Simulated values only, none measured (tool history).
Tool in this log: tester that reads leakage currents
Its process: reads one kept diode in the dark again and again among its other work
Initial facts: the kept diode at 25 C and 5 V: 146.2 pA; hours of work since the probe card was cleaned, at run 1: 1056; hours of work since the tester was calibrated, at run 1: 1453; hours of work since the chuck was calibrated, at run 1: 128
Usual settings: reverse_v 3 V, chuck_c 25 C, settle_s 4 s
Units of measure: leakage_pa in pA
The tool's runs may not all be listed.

run,hour,reverse_v,chuck_c,settle_s,hours of work since the probe card was cleaned,hours of work since the tester was calibrated,hours of work since the chuck was calibrated,leakage_pa
1,0,3,25,4,1056,1453,128,118.9
2,26.6,3,25,4,1075,1472,147,119
3,65.3,3,25,4,1102,1499,174,119.47
4,116.9,3,25,4,1138,1535,210,119
5,138.5,3,25,4,1153,1550,225,118.9
# hour 144.9: chuck's temperature calibrated
6,185.1,3,25,4,1184,1582,28,118.58
7,236.8,3,25,4,1221,1618,64,119.02
8,274.2,3,25,4,1247,1644,91,117.82
9,303.7,3,25,4,1267,1664,111,118.7
10,342.8,1.52,31,2.82,1295,1692,139,148.52
# hour 383: chuck's temperature calibrated, once more
11,386.4,1.52,31,2.82,1324,1721,2,151.44
12,414.2,12.41,38,3.72,1343,1740,22,695.34
13,445.9,1.35,38,1.28,1366,1763,44,262.19
14,470.6,1.14,21,0.47,1383,1780,61,54.62
15,520,1.53,24,0.39,1417,1814,96,82.45
16,568.8,1.53,43,9.1,1452,1849,130,414.87

Forecast each of these 4 alternatives for the next run:
A,592.9,1.53,43,1.82,1468,1866,147,?
B,592.9,4.6,31,0.3,1468,1866,147,?
C,592.9,15.81,36,4,1468,1866,147,?
D,592.9,1.05,22,4.38,1468,1866,147,?

run,leakage_pa
A,411.8
B,248.57
C,653.48
D,57.29
The same runs, with their run-to-run variation unchanged, on a tool lacking any hidden condition would have given:
run,leakage_pa
A,408.75
B,243.95
C,638.25
D,56.26
